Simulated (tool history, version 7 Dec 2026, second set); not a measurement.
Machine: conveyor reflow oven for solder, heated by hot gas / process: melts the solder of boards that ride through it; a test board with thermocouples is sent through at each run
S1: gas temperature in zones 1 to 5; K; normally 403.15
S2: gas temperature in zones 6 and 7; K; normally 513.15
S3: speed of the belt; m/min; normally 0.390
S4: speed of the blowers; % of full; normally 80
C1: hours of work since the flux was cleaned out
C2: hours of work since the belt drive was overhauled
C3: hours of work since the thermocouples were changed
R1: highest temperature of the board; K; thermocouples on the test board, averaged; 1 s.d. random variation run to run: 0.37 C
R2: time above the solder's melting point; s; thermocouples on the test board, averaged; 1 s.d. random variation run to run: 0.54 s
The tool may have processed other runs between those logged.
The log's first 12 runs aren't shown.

run,hour,S1,S2,S3,S4,C1,C2,C3,R1,R2
13,81.0,403.15,526.15,0.390,80,51,189,552,509.75,94.6
14,90.4,403.15,526.15,0.390,80,55,194,557,509.65,94.0
15,96.6,403.15,526.15,0.390,80,58,197,559,509.45,93.2
16,104.3,403.15,526.15,0.390,80,62,200,563,510.45,94.3
17,112.8,397.15,503.15,0.383,66,66,204,567,485.15,70.4
18,120.9,405.15,501.15,0.383,75,69,208,571,486.75,77.2
19,128.3,404.15,502.15,0.337,79,73,211,574,491.55,95.4
20,133.2,391.15,502.15,0.319,79,75,214,577,491.75,93.8
21,138.9,403.15,518.15,0.452,79,78,216,579,496.25,71.7
22,145.2,403.15,520.15,0.438,80,81,219,582,499.55,77.3
23,151.6,403.15,520.15,0.438,80,84,222,585,499.95,76.8
24,156.7,403.15,520.15,0.438,80,86,225,588,499.55,77.7
25,165.3,403.15,520.15,0.438,80,90,229,592,499.55,76.9
26,170.6,403.15,504.15,0.432,80,93,231,594,486.75,65.5
27,180.1,403.15,504.15,0.323,57,97,236,598,490.05,94.1
28,188.4,403.15,519.15,0.323,61,101,239,602,504.35,111.2
29,196.5,403.15,519.15,0.447,80,105,243,606,498.25,73.9
30,200.7,411.15,514.15,0.350,80,107,245,608,502.05,103.7
31,209.0,402.15,504.15,0.390,80,111,249,612,489.65,75.7
32,215.3,403.15,513.15,0.335,80,114,252,615,501.75,103.6

3 ways to go on from here, each from the tool as it stands after run 32. What would each give?
A,219.9,403.15,513.15,0.442,78,116,254,617,?,?
B,219.9,403.15,525.15,0.335,80,116,254,617,?,?
C,219.9,403.15,511.15,0.335,67,116,254,617,?,?

run,R1,R2
A,492.05,69.3
B,512.95,112.7
C,497.35,99.5
Take away the tool's hidden state, keep each run's random variation, and the runs would have read:
run,R1,R2
A,493.65,70.6
B,514.25,113.0
C,498.55,100.4
